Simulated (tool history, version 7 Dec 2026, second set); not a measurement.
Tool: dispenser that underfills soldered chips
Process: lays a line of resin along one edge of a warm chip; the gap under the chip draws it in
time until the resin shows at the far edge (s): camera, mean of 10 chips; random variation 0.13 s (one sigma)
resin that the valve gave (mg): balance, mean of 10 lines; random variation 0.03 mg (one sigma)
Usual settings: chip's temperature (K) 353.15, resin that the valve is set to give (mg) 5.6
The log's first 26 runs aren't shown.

run	hour	chip's temperature (K)	resin that the valve is set to give (mg)	hours of work since the syringe was changed	hours of work since the valve was cleaned	hours of work since the stage was calibrated	time until the resin shows at the far edge (s)	resin that the valve gave (mg)
27	89.5	354.15	6.96	6	42	96	9.4	6.73
# hour 91.5: new syringe of resin
28	94.3	366.15	6.59	2	45	99	5.2	6.36
29	96.7	343.15	6.39	3	47	101	14.6	6.13
30	101	358.15	6.3	6	50	103	8.5	6.05
# hour 102: new syringe of resin
31	105.5	347.15	5.74	2	52	106	11.5	5.48
32	108.9	347.15	5.74	5	55	109	12.5	5.44
# hour 112.6: new syringe of resin
33	113.4	347.15	5.74	1	57	111	11.1	5.5
34	116.3	357.15	7.1	3	59	113	7.6	6.72
35	119.3	358.15	5.45	5	61	115	8	5.2

4 ways to go on from here, each from the tool as it stands after run 35. What would each give?
A	122.2	366.15	6.66	6	63	117	?	?
B	122.2	343.15	5.27	6	63	117	?	?
C	122.2	340.15	6.03	6	63	117	?	?
D	122.2	349.15	6.23	6	63	117	?	?

run	time until the resin shows at the far edge (s)	resin that the valve gave (mg)
A	6	6.32
B	16.1	4.98
C	17.9	5.75
D	11.9	5.97
Without the tool's hidden state the same runs would have given:
run	time until the resin shows at the far edge (s)	resin that the valve gave (mg)
A	5.1	6.66
B	13.6	5.25
C	15.3	6.05
D	10.1	6.28

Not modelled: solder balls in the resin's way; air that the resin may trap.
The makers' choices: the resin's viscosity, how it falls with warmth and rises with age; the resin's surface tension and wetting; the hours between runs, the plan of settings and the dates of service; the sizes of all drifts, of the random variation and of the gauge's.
